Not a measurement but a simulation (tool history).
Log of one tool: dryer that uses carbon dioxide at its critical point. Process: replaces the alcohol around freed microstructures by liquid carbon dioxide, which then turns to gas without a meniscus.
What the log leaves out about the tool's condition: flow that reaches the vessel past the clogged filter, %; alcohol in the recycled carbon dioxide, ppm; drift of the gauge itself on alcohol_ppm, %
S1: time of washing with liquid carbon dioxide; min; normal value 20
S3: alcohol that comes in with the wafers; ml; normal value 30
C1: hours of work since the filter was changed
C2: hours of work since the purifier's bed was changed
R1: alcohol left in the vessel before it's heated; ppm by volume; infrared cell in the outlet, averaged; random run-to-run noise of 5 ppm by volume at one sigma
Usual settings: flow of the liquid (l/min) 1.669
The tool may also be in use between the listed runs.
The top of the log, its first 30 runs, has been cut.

Run 31, hour 661.6: usual settings but S1 17 min, flow of the liquid (l/min) 1.200, S3 38 ml; C1 136; C2 204. Result: R1 120 ppm by volume.
Run 32, hour 678.5: usual settings but S1 17 min, flow of the liquid (l/min) 1.660, S3 28 ml; C1 145; C2 212. Result: R1 50 ppm by volume.
Run 33, hour 699.6: usual settings but S1 22 min, flow of the liquid (l/min) 1.430, S3 36 ml; C1 156; C2 224. Result: R1 39 ppm by volume.
Run 34, hour 730.1: usual settings but S1 22 min, flow of the liquid (l/min) 1.430, S3 36 ml; C1 172; C2 240. Result: R1 39 ppm by volume.
Run 35, hour 753.6: usual settings but S1 22 min, flow of the liquid (l/min) 1.430, S3 36 ml; C1 185; C2 252. Result: R1 53 ppm by volume.
Run 36, hour 771.1: usual settings but S1 13 min, flow of the liquid (l/min) 1.900, S3 60 ml; C1 194; C2 261. Result: R1 101 ppm by volume.
Run 37, hour 790.2: usual settings but flow of the liquid (l/min) 1.690, S3 41 ml; C1 204; C2 271. Result: R1 50 ppm by volume.
Run 38, hour 813.5: usual settings but flow of the liquid (l/min) 2.290; C1 216; C2 283. Result: R1 53 ppm by volume.
Run 39, hour 834.6: usual settings but S1 29 min, flow of the liquid (l/min) 1.030, S3 57 ml; C1 227; C2 294. Result: R1 65 ppm by volume.
Run 40, hour 857.5: usual settings but S1 16 min; C1 239; C2 306. Result: R1 76 ppm by volume.
Run 41, hour 883.4: usual settings but S1 16 min; C1 253; C2 320. Result: R1 65 ppm by volume.
Run 42, hour 909.3: usual settings but S1 19 min, S3 49 ml; C1 266; C2 334. Result: R1 69 ppm by volume.
Run 43, hour 931.6: usual settings but S1 16 min, flow of the liquid (l/min) 1.900, S3 56 ml; C1 278; C2 345. Result: R1 69 ppm by volume.

Expected results for the next run?
Run 44, hour 948.0: usual settings but S1 13 min, flow of the liquid (l/min) 2.830, S3 41 ml; C1 287; C2 354. Result: R1 ?.

R1: 55 ppm by volume
The same run, on a tool lacking any hidden state, would have yielded R1 7 ppm by volume.
